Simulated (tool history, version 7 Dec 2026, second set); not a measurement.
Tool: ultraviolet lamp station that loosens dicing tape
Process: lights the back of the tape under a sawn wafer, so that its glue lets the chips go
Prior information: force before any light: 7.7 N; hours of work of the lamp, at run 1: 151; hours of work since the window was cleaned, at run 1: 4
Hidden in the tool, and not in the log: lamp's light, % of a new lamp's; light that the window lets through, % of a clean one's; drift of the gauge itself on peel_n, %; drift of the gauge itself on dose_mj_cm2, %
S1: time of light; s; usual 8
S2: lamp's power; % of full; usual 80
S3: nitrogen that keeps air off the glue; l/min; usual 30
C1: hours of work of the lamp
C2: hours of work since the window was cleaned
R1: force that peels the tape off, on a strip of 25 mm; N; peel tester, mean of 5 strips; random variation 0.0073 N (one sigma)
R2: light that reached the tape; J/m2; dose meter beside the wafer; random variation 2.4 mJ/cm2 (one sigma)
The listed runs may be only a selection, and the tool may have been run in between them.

| run | day | S1 | S2 | S3 | C1 | C2 | R1 | R2 |
|---|---|---|---|---|---|---|---|---|
| 1 | 0.000 | 8 | 80 | 30 | 151 | 4 | 0.303 | 2680 |
| 2 | 0.492 | 8 | 80 | 30 | 160 | 13 | 0.299 | 2630 |
| 3 | 1.025 | 8 | 80 | 30 | 170 | 22 | 0.319 | 2620 |
| 4 | 1.404 | 8 | 80 | 30 | 176 | 29 | 0.315 | 2600 |
| 5 | 1.875 | 8 | 80 | 58 | 185 | 38 | 0.171 | 2570 |
| 6 | 2.583 | 10 | 80 | 30 | 198 | 50 | 0.192 | 3200 |
| 7 | 3.017 | 8 | 95 | 30 | 205 | 58 | 0.226 | 3010 |
| 8 | 3.717 | 7 | 80 | 30 | 218 | 71 | 0.506 | 2200 |
| 9 | 4.362 | 7 | 80 | 30 | 230 | 82 | 0.507 | 2150 |
| 10 | 4.783 | 8 | 80 | 30 | 237 | 90 | 0.372 | 2510 |
| 11 | 5.129 | 8 | 80 | 30 | 243 | 96 | 0.367 | 2420 |
| 12 | 5.479 | 8 | 80 | 30 | 250 | 102 | 0.383 | 2460 |
| 13 | 5.829 | 8 | 80 | 30 | 256 | 109 | 0.393 | 2410 |
| 14 | 6.188 | 8 | 80 | 24 | 262 | 115 | 0.517 | 2400 |
| 15 | 6.550 | 8 | 80 | 24 | 269 | 122 | 0.512 | 2380 |
| 16 | 7.200 | 8 | 80 | 24 | 281 | 133 | 0.517 | 2400 |
| 17 | 7.562 | 8 | 80 | 30 | 287 | 140 | 0.437 | 2380 |
| 18 | 8.038 | 8 | 80 | 30 | 296 | 148 | 0.425 | 2390 |
| 19 | 8.508 | 8 | 80 | 30 | 304 | 157 | 0.448 | 2310 |
| 20 | 8.908 | 6 | 80 | 30 | 311 | 164 | 0.858 | 1760 |
| 21 | 9.429 | 6 | 80 | 30 | 321 | 173 | 0.867 | 1750 |
| 22 | 9.892 | 8 | 80 | 18 | 329 | 182 | 0.760 | 2280 |
| 23 | 10.492 | 5 | 69 | 30 | 340 | 193 | 1.655 | 1200 |
| 24 | 10.917 | 8 | 65 | 30 | 347 | 200 | 0.752 | 1870 |
| 25 | 11.317 | 10 | 64 | 47 | 355 | 207 | 0.316 | 2250 |
| 26 | 12.075 | 10 | 64 | 47 | 368 | 221 | 0.332 | 2200 |
| 27 | 12.842 | 7 | 72 | 18 | 382 | 235 | 1.316 | 1730 |
| 28 | 13.579 | 7 | 72 | 18 | 395 | 248 | 1.353 | 1680 |
| 29 | 14.175 | 7 | 78 | 18 | 406 | 259 | 1.158 | 1820 |
| 30 | 14.746 | 11 | 68 | 55 | 416 | 269 | 0.209 | 2430 |
| 31 | 15.088 | 11 | 68 | 55 | 422 | 275 | 0.214 | 2430 |
| 32 | 15.629 | 14 | 73 | 54 | 432 | 285 | 0.106 | 3310 |
| 33 | 16.354 | 10 | 73 | 54 | 445 | 298 | 0.245 | 2370 |
| 34 | 16.775 | 8 | 94 | 11 | 453 | 305 | 1.078 | 2360 |
| 35 | 17.346 | 8 | 94 | 11 | 463 | 316 | 1.101 | 2380 |
| 36 | 18.046 | 13 | 80 | 18 | 475 | 328 | 0.326 | 3230 |
| 37 | 18.633 | 14 | 76 | 9 | 486 | 339 | 0.654 | 3260 |
| 38 | 19.267 | 14 | 76 | 9 | 497 | 350 | 0.690 | 3270 |
| 39 | 19.917 | 14 | 76 | 9 | 509 | 362 | 0.680 | 3210 |
| 40 | 20.271 | 14 | 68 | 12 | 515 | 368 | 0.686 | 2860 |
| 41 | 20.992 | 8 | 80 | 18 | 528 | 381 | 1.129 | 1890 |
|  | 21.296 | window cleaned of glue's vapour |
| 42 | 21.358 | 8 | 80 | 18 | 535 | 1 | 0.790 | 2280 |
| 43 | 21.942 | 8 | 80 | 18 | 545 | 12 | 0.794 | 2230 |
| 44 | 22.617 | 8 | 81 | 30 | 557 | 24 | 0.459 | 2230 |

For some of the steps in R1 from one run to the next: how much would appear even if the tool had no hidden state, given the settings, what came in and random variation, and how much remains for the hidden state plus any gauge scatter that the measured result and the result without hidden state don't share?
Run 23 -> 24: S1 5 -> 8, S2 69 -> 65. R1 -0.903 N: hidden state -0.196, all else -0.707.
Run 26 -> 27: S1 10 -> 7, S2 64 -> 72, S3 47 -> 18. R1 +0.984 N: hidden state +0.352, all else +0.632.
Run 29 -> 30: S1 7 -> 11, S2 78 -> 68, S3 18 -> 55. R1 -0.949 N: hidden state -0.400, all else -0.549.
Run 33 -> 34: S1 10 -> 8, S2 73 -> 94, S3 54 -> 11. R1 +0.833 N: hidden state +0.406, all else +0.427.
Run 35 -> 36: S1 8 -> 13, S2 94 -> 80, S3 11 -> 18. R1 -0.775 N: hidden state -0.376, all else -0.399.

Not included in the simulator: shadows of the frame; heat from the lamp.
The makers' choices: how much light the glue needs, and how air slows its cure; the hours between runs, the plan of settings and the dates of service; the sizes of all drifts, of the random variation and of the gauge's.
